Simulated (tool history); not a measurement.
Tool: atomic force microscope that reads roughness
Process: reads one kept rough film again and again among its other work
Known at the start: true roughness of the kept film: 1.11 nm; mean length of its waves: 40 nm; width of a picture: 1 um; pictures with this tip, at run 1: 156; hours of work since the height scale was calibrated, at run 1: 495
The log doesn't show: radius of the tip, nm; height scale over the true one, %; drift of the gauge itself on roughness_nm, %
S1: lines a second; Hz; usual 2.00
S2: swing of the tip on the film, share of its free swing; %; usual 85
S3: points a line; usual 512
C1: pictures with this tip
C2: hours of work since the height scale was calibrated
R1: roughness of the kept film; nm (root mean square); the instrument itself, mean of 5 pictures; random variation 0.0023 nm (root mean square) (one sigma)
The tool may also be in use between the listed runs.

| run | day | S1 | S2 | S3 | C1 | C2 | R1 |
|---|---|---|---|---|---|---|---|
| 1 | 0.000 | 2.00 | 85 | 512 | 156 | 495 | 0.898 |
|  | 0.817 | new tip fitted |
| 2 | 1.162 | 2.00 | 85 | 512 | 9 | 513 | 0.918 |
| 3 | 3.196 | 2.00 | 85 | 512 | 64 | 545 | 0.913 |
| 4 | 5.325 | 2.92 | 85 | 512 | 121 | 578 | 0.840 |
|  | 7.317 | new tip fitted |
| 5 | 7.471 | 2.00 | 85 | 512 | 4 | 611 | 0.920 |
| 6 | 8.658 | 2.23 | 85 | 512 | 36 | 629 | 0.901 |
| 7 | 10.625 | 2.23 | 85 | 512 | 89 | 660 | 0.886 |
| 8 | 11.846 | 2.23 | 85 | 512 | 121 | 679 | 0.889 |
|  | 13.862 | new tip fitted |
| 9 | 13.904 | 2.23 | 85 | 512 | 1 | 710 | 0.901 |
| 10 | 16.408 | 2.00 | 85 | 512 | 68 | 749 | 0.909 |
| 11 | 18.429 | 1.41 | 85 | 512 | 122 | 781 | 0.948 |
| 12 | 19.821 | 2.00 | 85 | 512 | 159 | 802 | 0.902 |
|  | 20.475 | new tip fitted |
| 13 | 21.975 | 2.00 | 85 | 512 | 40 | 835 | 0.911 |
| 14 | 23.350 | 2.00 | 85 | 512 | 77 | 857 | 0.914 |
| 15 | 25.558 | 2.00 | 85 | 512 | 136 | 891 | 0.903 |
|  | 27.100 | new tip fitted |
| 16 | 27.850 | 2.00 | 85 | 512 | 21 | 926 | 0.921 |
| 17 | 30.212 | 2.00 | 85 | 512 | 84 | 963 | 0.908 |
| 18 | 31.358 | 2.00 | 85 | 466 | 114 | 981 | 0.913 |
| 19 | 32.433 | 2.00 | 75 | 978 | 143 | 998 | 0.963 |
|  | 33.592 | new tip fitted |
| 20 | 34.846 | 2.00 | 75 | 978 | 34 | 1035 | 0.980 |
| 21 | 36.462 | 0.69 | 79 | 854 | 77 | 1060 | 1.037 |
| 22 | 38.579 | 2.41 | 65 | 422 | 134 | 1093 | 0.994 |
|  | 40.050 | new tip fitted |
| 23 | 41.046 | 1.52 | 70 | 422 | 26 | 1131 | 1.022 |
| 24 | 42.504 | 2.03 | 59 | 512 | 65 | 1153 | 1.041 |
| 25 | 43.904 | 2.86 | 56 | 504 | 103 | 1175 | 1.029 |
| 26 | 46.088 | 2.86 | 56 | 504 | 161 | 1209 | 1.016 |
|  | 46.717 | new tip fitted |
| 27 | 47.812 | 2.71 | 57 | 457 | 30 | 1235 | 1.035 |
| 28 | 48.996 | 2.71 | 57 | 457 | 61 | 1254 | 1.033 |
| 29 | 50.754 | 0.70 | 68 | 512 | 108 | 1281 | 1.054 |
| 30 | 53.121 | 3.08 | 85 | 759 | 172 | 1318 | 0.832 |
|  | 53.325 | new tip fitted |
| 31 | 54.575 | 0.55 | 77 | 512 | 34 | 1340 | 1.052 |
| 32 | 56.954 | 3.66 | 71 | 517 | 97 | 1377 | 0.928 |
| 33 | 58.633 | 3.66 | 71 | 517 | 142 | 1403 | 0.925 |
|  | 59.800 | new tip fitted |
| 34 | 59.996 | 2.00 | 85 | 325 | 5 | 1424 | 0.919 |

Measured less the same run without the tool's hidden state. The same run-to-run variation is in both; the gauge's scatter may not be:
| run | R1 |
|---|---|
| 1 | -0.018 |
| 2 | -0.001 |
| 3 | -0.007 |
| 4 | -0.013 |
| 5 | +0.001 |
| 6 | -0.003 |
| 7 | -0.009 |
| 8 | -0.013 |
| 9 | +0.001 |
| 10 | -0.008 |
| 11 | -0.015 |
| 12 | -0.019 |
| 13 | -0.004 |
| 14 | -0.008 |
| 15 | -0.015 |
| 16 | +0.000 |
| 17 | -0.007 |
| 18 | -0.011 |
| 19 | -0.016 |
| 20 | -0.002 |
| 21 | -0.008 |
| 22 | -0.016 |
| 23 | +0.000 |
| 24 | -0.005 |
| 25 | -0.011 |
| 26 | -0.018 |
| 27 | -0.003 |
| 28 | -0.007 |
| 29 | -0.012 |
| 30 | -0.017 |
| 31 | +0.000 |
| 32 | -0.007 |
| 33 | -0.013 |
| 34 | +0.004 |
